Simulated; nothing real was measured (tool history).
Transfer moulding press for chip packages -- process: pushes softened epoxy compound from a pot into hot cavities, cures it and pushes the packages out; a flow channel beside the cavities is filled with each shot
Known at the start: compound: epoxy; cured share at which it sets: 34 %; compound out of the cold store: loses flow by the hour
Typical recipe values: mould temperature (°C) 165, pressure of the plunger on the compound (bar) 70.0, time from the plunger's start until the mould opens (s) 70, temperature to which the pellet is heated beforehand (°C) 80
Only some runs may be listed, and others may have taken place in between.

run,day,mould temperature (°C),pressure of the plunger on the compound (bar),time from the plunger's start until the mould opens (s),temperature to which the pellet is heated beforehand (°C),incoming compound's hours out of the cold store,length that the compound runs in the flow channel (mm),greatest force on the pins that push the packages out (N)
1,0.000,165,70.0,70,80,30.5,770,675
# day 0.454: cavities cleaned with cleaning compound and waxed
2,1.633,165,70.0,70,80,11.2,814,613
3,2.904,165,70.0,70,80,43.9,717,673
# day 3.242: cavities cleaned with cleaning compound and waxed
4,4.808,165,70.0,70,80,28.7,743,651
5,5.842,170,70.0,70,80,33.2,721,594
# day 6.054: cavities cleaned with cleaning compound and waxed
6,7.842,170,70.0,70,80,19.0,743,552
# day 8.838: cavities cleaned with cleaning compound and waxed
7,9.612,165,55.8,70,80,40.1,613,538
8,11.283,166,70.0,70,80,24.5,709,673
# day 11.604: cavities cleaned with cleaning compound and waxed
# day 12.483: plunger's sealing rings changed
9,13.208,165,70.0,70,80,38.2,786,641
# day 14.433: cavities cleaned with cleaning compound and waxed
10,14.450,165,70.0,86,80,11.3,838,351
# day 14.642: mould's thermocouples calibrated
11,16.471,165,70.0,86,80,39.1,762,575
# day 17.258: cavities cleaned with cleaning compound and waxed
12,18.146,165,70.0,86,80,42.1,751,482
13,19.542,165,70.0,86,80,43.3,736,582
# day 19.950: cavities cleaned with cleaning compound and waxed
14,20.708,165,70.0,70,80,20.7,766,551
15,22.100,169,70.0,70,80,26.7,753,600
# day 22.688: cavities cleaned with cleaning compound and waxed
# day 22.929: mould's thermocouples calibrated, once more
16,23.996,159,70.0,82,80,21.4,774,638
# day 25.533: cavities cleaned with cleaning compound and waxed
17,25.771,159,70.0,82,80,26.4,742,464
18,27.646,165,70.0,57,72,30.0,708,990
# day 28.317: cavities cleaned with cleaning compound and waxed
19,28.496,159,70.0,70,87,23.6,730,635
# day 30.092: plunger's sealing rings changed
20,30.208,163,67.3,70,83,18.6,823,698
# day 31.108: cavities cleaned with cleaning compound and waxed
21,31.108,163,67.3,70,83,14.9,825,444
22,32.933,165,82.9,99,74,26.6,857,533
# day 33.838: cavities cleaned with cleaning compound and waxed
23,34.796,165,63.0,57,74,8.7,789,961
24,36.162,159,57.2,69,87,24.3,719,1002
# day 36.642: cavities cleaned with cleaning compound and waxed
25,37.388,171,57.2,107,87,10.4,719,460
26,38.838,161,69.3,70,80,15.5,795,846
# day 39.317: cavities cleaned with cleaning compound and waxed
27,40.150,161,69.3,70,80,39.6,725,689

Below, some changes in length that the compound runs in the flow channel (mm) between adjacent runs. For each, the amount present without the hidden state too (settings, incoming material, random variation) and the amount remaining for the hidden state with gauge scatter not shared by both compared results:
Hidden conditions of the tool in this case: true mould temperature over the reading, C; pressure that reaches the compound, % of what is set; grip of the stained cavities, % over clean ones'; drift of the gauge itself on flow_mm, %; drift of the gauge itself on push_out_n, %.
Run 2 -> 3: nothing adjusted, nothing logged. length that the compound runs in the flow channel (mm) -97: hidden state -4, all else -93.
Run 6 -> 7: mould temperature (°C) 170 -> 165, pressure of the plunger on the compound (bar) 70.0 -> 55.8, cavities cleaned with cleaning compound and waxed. length that the compound runs in the flow channel (mm) -130: hidden state +3, all else -133.
Run 8 -> 9: mould temperature (°C) 166 -> 165, cavities cleaned with cleaning compound and waxed, plunger's sealing rings changed. length that the compound runs in the flow channel (mm) +77: hidden state +105, all else -28.
Run 19 -> 20: mould temperature (°C) 159 -> 163, pressure of the plunger on the compound (bar) 70.0 -> 67.3, temperature to which the pellet is heated beforehand (°C) 87 -> 83, plunger's sealing rings changed. length that the compound runs in the flow channel (mm) +93: hidden state +104, all else -11.
